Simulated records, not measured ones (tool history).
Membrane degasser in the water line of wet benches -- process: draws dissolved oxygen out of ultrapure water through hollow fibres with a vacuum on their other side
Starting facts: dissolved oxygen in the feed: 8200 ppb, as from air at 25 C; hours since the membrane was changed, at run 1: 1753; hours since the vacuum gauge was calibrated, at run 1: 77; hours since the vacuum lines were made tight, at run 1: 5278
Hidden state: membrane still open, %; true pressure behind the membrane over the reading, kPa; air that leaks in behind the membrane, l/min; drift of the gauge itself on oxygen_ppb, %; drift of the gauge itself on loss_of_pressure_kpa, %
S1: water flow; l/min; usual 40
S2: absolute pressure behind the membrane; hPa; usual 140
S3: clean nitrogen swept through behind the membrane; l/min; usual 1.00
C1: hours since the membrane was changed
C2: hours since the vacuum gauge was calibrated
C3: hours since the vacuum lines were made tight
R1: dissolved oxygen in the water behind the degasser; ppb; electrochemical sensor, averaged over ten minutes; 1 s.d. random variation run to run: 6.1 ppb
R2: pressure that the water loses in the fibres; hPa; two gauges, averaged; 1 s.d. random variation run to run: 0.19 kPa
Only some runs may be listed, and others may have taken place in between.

run	hour	S1	S2	S3	C1	C2	C3	R1	R2
1	0.0	40	140	1.00	1753	77	5278	895.8	392.1
2	84.0	40	140	1.00	1837	161	5362	917.3	393.6
3	174.9	40	140	1.00	1928	252	5453	895.0	390.4
4	261.6	40	140	0.69	2015	339	5540	1111.4	390.3
5	352.7	40	140	0.69	2106	430	5631	1150.3	390.7
6	407.1	40	140	1.00	2160	484	5685	902.5	390.9
7	467.5	40	140	1.00	2221	544	5746	913.0	390.2
8	515.6	40	140	2.22	2269	593	5794	542.6	390.8
9	586.7	40	140	2.22	2340	664	5865	543.0	392.2
10	657.1	40	140	2.22	2410	734	5935	544.5	395.0
11	759.3	40	140	2.22	2513	836	6037	541.9	391.5
# hour 768.1: vacuum gauge calibrated
# hour 788.6: seals of the vacuum lines changed
12	815.8	40	140	2.22	2567	46	27	538.9	392.1
13	908.6	26	140	1.00	2659	139	120	594.4	255.8
14	995.9	40	140	1.00	2747	226	207	922.3	395.1
15	1053.8	40	90	1.00	2805	284	265	567.0	395.9
16	1148.7	26	252	0.94	2899	379	360	1168.3	257.2
17	1247.1	41	327	0.92	2998	477	459	2159.2	409.4
18	1338.6	54	96	1.10	3089	568	550	884.1	527.8
# hour 1365.6: vacuum gauge calibrated, once more
19	1421.2	63	176	0.99	3172	56	632	1797.0	624.8
20	1470.2	27	330	0.43	3220	105	681	2566.0	269.4
21	1527.7	27	330	1.32	3278	162	739	1213.8	269.0
22	1596.5	40	140	0.70	3347	231	807	1135.3	399.0
23	1688.1	39	177	1.00	3438	323	899	1113.6	388.9
24	1771.8	26	140	1.00	3522	406	983	590.3	260.6
25	1853.9	60	140	1.00	3604	488	1065	1433.4	599.7
26	1953.9	60	140	1.00	3704	588	1165	1420.0	598.9
27	2046.5	60	140	1.00	3797	681	1257	1433.5	599.7

Had the tool no unlogged condition, and each run kept its random variation, what would the results have been?
run	R1	R2
1	882.2	383.7
2	902.5	384.8
3	879.8	381.1
4	1102.3	380.6
5	1140.1	380.5
6	885.1	380.5
7	894.8	379.3
8	520.8	379.8
9	520.6	380.7
10	521.3	383.2
11	518.0	379.3
12	520.8	379.6
13	586.4	247.4
14	901.0	381.6
15	543.7	382.1
16	1159.1	247.9
17	2140.0	394.1
18	839.5	507.3
19	1759.7	600.1
20	2565.1	258.6
21	1206.5	258.1
22	1120.1	382.3
23	1097.1	372.2
24	584.6	249.1
25	1388.2	572.6
26	1373.7	571.2
27	1385.1	571.2
